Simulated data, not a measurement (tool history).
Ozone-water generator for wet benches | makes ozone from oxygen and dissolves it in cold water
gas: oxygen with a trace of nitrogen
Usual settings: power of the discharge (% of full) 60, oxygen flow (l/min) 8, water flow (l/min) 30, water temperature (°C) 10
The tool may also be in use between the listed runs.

run,day,power of the discharge (% of full),oxygen flow (l/min),water flow (l/min),water temperature (°C),dissolved ozone (ppm),ozone in the gas ahead of the water (g/m3)
1,0,60,8,30,10,19.4,159.8
2,1.112,60,8,33,10,18,161.3
3,2.304,60,8,30,10,19.5,158.6
4,4.05,60,8,30,16,18,161.5
5,5.4,60,8,30,16,18,159.3
6,6.758,60,8,40,10,14.7,162.4
7,8.4,60,8,40,10,14.7,160
8,9.708,60,8,40,10,14.6,158.8
9,11.338,60,8,30,12,18.7,161.4
10,12.967,60,8,30,10,19.4,160.1
11,15.171,60,8,29,10,19.5,159.7
# day 15.5: contactor cleaned
12,17.662,60,8,29,10,19.4,158.2
# day 19.829: contactor cleaned, once more
13,20.038,60,8,29,10,20.6,160.3
14,22.392,60,8,44,10,13.5,161.6
15,23.9,69,8,30,10,22.5,179.8
16,25.242,89,8,30,10,27.6,222.3
17,27.325,89,8,30,10,27.9,220.6
18,29.267,47,8,40,10,12.2,129.2
19,31.242,47,8,40,14,11.6,129
20,32.862,60,14.31,30,12,19.3,117.1
21,34.167,81,14.31,40,12,19.6,150
22,35.629,56,8.01,24,16,21,149.7
23,37.825,56,8.01,24,16,20.8,149.6
24,39.304,56,6.03,23,16,21.3,172.1
25,40.492,56,6.03,23,16,21.3,173.1
26,42.775,56,6.03,23,16,21.6,171.3
27,44.967,82,5.18,44,7,16.2,256.5
28,46.879,82,4.18,44,7,15.3,288.3
29,48.104,82,4.18,44,7,15.3,289.8
30,49.733,46,4.18,32,6,13.8,178.2
31,51.308,55,9.03,31,9,18.1,137.3
32,52.492,60,11.14,30,15,18.3,131.3

Measured less the same run without the tool's hidden state. The same run-to-run variation is in both; the gauge's scatter may not be:
The hidden state here: yield of the discharge, % of new electrodes'; contactor's efficiency, % of a clean one's; true water temperature over the reading, C; drift of the gauge itself on ozone_ppm, %; drift of the gauge itself on gas_g_m3, %.
run,dissolved ozone (ppm),ozone in the gas ahead of the water (g/m3)
1,-1,-2.1
2,-1,-2.2
3,-1,-2.2
4,-0.9,-2.4
5,-1,-2.5
6,-1,-2.6
7,-0.9,-2.7
8,-0.9,-2.8
9,-1.1,-2.9
10,-1.2,-3
11,-1.2,-3.2
12,-1.7,-3.3
13,-0.5,-3.4
14,-0.3,-3.6
15,-0.6,-4.8
16,-1,-7.4
17,-1,-7.7
18,-0.3,-2.6
19,-0.2,-2.6
20,-0.6,-3.2
21,-0.8,-5.4
22,-0.6,-4
23,-0.6,-4.2
24,-0.7,-4.9
25,-0.7,-4.9
26,-0.7,-5.1
27,-0.8,-11
28,-0.7,-12.7
29,-0.8,-12.9
30,-0.4,-4.5
31,-0.7,-4.5
32,-0.7,-4.7
